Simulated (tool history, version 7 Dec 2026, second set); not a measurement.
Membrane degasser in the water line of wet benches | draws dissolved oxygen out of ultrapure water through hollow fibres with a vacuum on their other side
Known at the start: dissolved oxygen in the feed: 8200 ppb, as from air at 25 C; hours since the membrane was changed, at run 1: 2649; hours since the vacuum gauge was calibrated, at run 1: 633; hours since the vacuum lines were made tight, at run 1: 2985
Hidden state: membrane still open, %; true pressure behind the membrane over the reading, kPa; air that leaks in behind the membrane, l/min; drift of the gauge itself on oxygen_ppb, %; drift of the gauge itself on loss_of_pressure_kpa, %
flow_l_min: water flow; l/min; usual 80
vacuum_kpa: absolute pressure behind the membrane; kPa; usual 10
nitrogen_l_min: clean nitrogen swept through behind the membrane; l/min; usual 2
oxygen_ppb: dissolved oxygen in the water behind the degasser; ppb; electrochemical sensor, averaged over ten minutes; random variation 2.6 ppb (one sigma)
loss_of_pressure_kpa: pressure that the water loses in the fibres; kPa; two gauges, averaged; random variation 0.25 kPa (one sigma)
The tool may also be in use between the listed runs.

run	hour	flow_l_min	vacuum_kpa	nitrogen_l_min	hours since the membrane was changed	hours since the vacuum gauge was calibrated	hours since the vacuum lines were made tight	oxygen_ppb	loss_of_pressure_kpa
1	0	80	10	2	2649	633	2985	527	66.96
2	88.2	80	7	2	2737	721	3073	303	66.89
3	199.9	80	10	2	2849	833	3185	524.8	67.12
4	291.4	80	10	2	2940	924	3276	525.1	67.46
5	356.3	80	15.5	2	3005	989	3341	908.2	67.56
6	439.9	80	10	2	3089	1073	3425	526.7	67.48
7	513.5	80	10	2	3162	1147	3498	529.5	67.41
8	593.6	80	16.8	2	3242	1227	3578	991.1	67.17
9	696.8	80	10	4.02	3346	1330	3682	301	66.67
10	765.9	80	10	4.02	3415	1399	3751	300.4	67.41
11	819	80	10	4.02	3468	1452	3804	301.3	67.32
12	921.4	80	8	1.42	3570	1554	3906	490.5	67.27
13	1005.4	80	8	1.42	3654	1638	3990	486.3	67.75
14	1063.5	80	8	1.42	3712	1697	4048	483	66.95
15	1139.4	80	8	1.42	3788	1772	4124	484.9	67.03
# hour 1207.7: seals of the vacuum lines changed
16	1255.1	80	7.5	2	3902	1886	47	340.6	67.01
17	1334.8	55	7.5	1.08	3982	1966	127	403.4	46.13
18	1398.8	75	21	0.9	4046	2030	191	2026.5	63.13
19	1461.8	76	20.1	3.63	4109	2093	254	730.5	63.38
20	1531.6	123	10	2	4178	2163	324	754.4	102.91
21	1607.6	57	11	3.03	4254	2239	400	318.8	47.89
22	1708.8	102	16.3	2	4356	2340	501	1143.5	86.26

5 ways to go on from here, each from the tool as it stands after run 22. What would each give?
A	1829.9	115	9	4.55	4477	2461	622	?	?
B	1829.9	80	10.1	5.76	4477	2461	622	?	?
C	1829.9	51	17.2	2	4477	2461	622	?	?
D	1829.9	75	16.3	2	4477	2461	622	?	?
E	1829.9	80	11.5	2.79	4477	2461	622	?	?

run	oxygen_ppb	loss_of_pressure_kpa
A	345.1	96.74
B	224.7	66.96
C	717.7	42.53
D	915.6	62.97
E	487.6	67
Without the tool's hidden state the same runs would have given:
run	oxygen_ppb	loss_of_pressure_kpa
A	344.9	96.72
B	224.7	66.94
C	717.7	42.51
D	915.5	62.95
E	487.5	66.98

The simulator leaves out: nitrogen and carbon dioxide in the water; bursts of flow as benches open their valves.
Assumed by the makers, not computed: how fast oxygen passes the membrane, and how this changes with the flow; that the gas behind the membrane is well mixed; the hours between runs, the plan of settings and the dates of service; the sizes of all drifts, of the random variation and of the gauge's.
